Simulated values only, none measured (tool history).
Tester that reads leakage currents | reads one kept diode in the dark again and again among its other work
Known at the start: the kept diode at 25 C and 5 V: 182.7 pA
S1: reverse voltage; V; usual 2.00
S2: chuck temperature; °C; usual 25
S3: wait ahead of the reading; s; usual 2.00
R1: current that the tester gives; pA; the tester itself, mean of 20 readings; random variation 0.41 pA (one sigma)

run 1 day=0.000 | S1=2.00 S2=25 S3=2.00 | R1=150.49
run 2 day=5.012 | S1=2.00 S2=25 S3=8.77 | R1=153.65
run 3 day=8.008 | S1=2.00 S2=25 S3=8.77 | R1=154.49
run 4 day=13.975 | S1=2.00 S2=25 S3=8.77 | R1=159.34
run 5 day=16.475 | S1=2.00 S2=25 S3=8.77 | R1=161.32
-- day=17.808 chuck's temperature calibrated
run 6 day=19.312 | S1=2.00 S2=25 S3=8.77 | R1=141.39
run 7 day=24.112 | S1=2.00 S2=25 S3=8.77 | R1=143.66
-- day=25.142 probe card cleaned and baked
run 8 day=28.038 | S1=2.00 S2=25 S3=8.77 | R1=143.40
run 9 day=30.854 | S1=14.21 S2=25 S3=2.00 | R1=275.37
run 10 day=33.379 | S1=14.21 S2=25 S3=2.00 | R1=278.49
run 11 day=36.729 | S1=2.00 S2=25 S3=2.00 | R1=148.57
run 12 day=39.383 | S1=2.00 S2=25 S3=2.00 | R1=150.87
run 13 day=45.088 | S1=2.00 S2=25 S3=2.00 | R1=153.97
run 14 day=49.967 | S1=2.00 S2=25 S3=2.00 | R1=157.25
run 15 day=52.983 | S1=2.00 S2=37 S3=2.00 | R1=367.72
run 16 day=58.025 | S1=2.00 S2=37 S3=2.00 | R1=373.43
-- day=62.908 chuck's temperature calibrated
run 17 day=63.183 | S1=2.00 S2=37 S3=2.00 | R1=321.97
run 18 day=68.912 | S1=2.00 S2=37 S3=2.00 | R1=327.82
run 19 day=74.775 | S1=2.00 S2=37 S3=2.00 | R1=336.89
run 20 day=77.800 | S1=2.00 S2=37 S3=2.00 | R1=338.89
run 21 day=81.492 | S1=2.00 S2=33 S3=8.04 | R1=262.48
run 22 day=87.400 | S1=2.97 S2=24 S3=2.00 | R1=163.35
run 23 day=91.121 | S1=2.00 S2=25 S3=4.71 | R1=155.85
-- day=95.388 tester calibrated
run 24 day=97.229 | S1=2.00 S2=25 S3=4.48 | R1=155.77
run 25 day=100.317 | S1=7.25 S2=48 S3=1.02 | R1=1132.23
run 26 day=102.892 | S1=7.25 S2=48 S3=1.02 | R1=1138.54
run 27 day=107.525 | S1=4.62 S2=42 S3=2.00 | R1=686.70
-- day=108.179 chuck's temperature calibrated
run 28 day=111.054 | S1=4.62 S2=44 S3=0.59 | R1=674.87
run 29 day=117.154 | S1=2.90 S2=37 S3=2.00 | R1=371.81
-- day=118.242 probe card cleaned and baked
run 30 day=122.775 | S1=2.14 S2=25 S3=2.00 | R1=146.73
run 31 day=127.462 | S1=2.14 S2=25 S3=2.00 | R1=149.55
run 32 day=132.067 | S1=2.14 S2=31 S3=1.17 | R1=234.36
run 33 day=137.517 | S1=1.72 S2=28 S3=1.09 | R1=180.86
run 34 day=140.079 | S1=1.72 S2=28 S3=1.09 | R1=181.85
run 35 day=145.912 | S1=8.94 S2=42 S3=0.80 | R1=823.00
run 36 day=149.696 | S1=1.28 S2=43 S3=0.53 | R1=474.68
-- day=153.254 chuck's temperature calibrated
run 37 day=155.712 | S1=1.28 S2=43 S3=0.53 | R1=418.24
run 38 day=160.196 | S1=4.07 S2=33 S3=0.64 | R1=317.04
run 39 day=164.992 | S1=4.07 S2=33 S3=0.64 | R1=323.11

Hidden state or all else? Some run-to-run changes of R1, split into what the settings, what came in and random variation would give without the hidden state, and what is left for the hidden state (with any gauge scatter that isn't in both results):
The hidden state here: stray current of the dirty probe card, pA a volt; current scale over the true one, %; true chuck temperature over the reading, C; drift of the gauge itself on leakage_pa, %.
Run 24 -> 25: S1 2.00 -> 7.25, S2 25 -> 48, S3 4.48 -> 1.02. R1 +976.46 pA: hidden state +115.46, all else +861.00.
Run 26 -> 27: S1 7.25 -> 4.62, S2 48 -> 42, S3 1.02 -> 2.00. R1 -451.84 pA: hidden state -43.62, all else -408.22.
Run 27 -> 28: S2 42 -> 44, S3 2.00 -> 0.59, chuck's temperature calibrated. R1 -11.83 pA: hidden state -92.39, all else +80.56.
Run 34 -> 35: S1 1.72 -> 8.94, S2 28 -> 42, S3 1.09 -> 0.80. R1 +641.15 pA: hidden state +80.65, all else +560.50.

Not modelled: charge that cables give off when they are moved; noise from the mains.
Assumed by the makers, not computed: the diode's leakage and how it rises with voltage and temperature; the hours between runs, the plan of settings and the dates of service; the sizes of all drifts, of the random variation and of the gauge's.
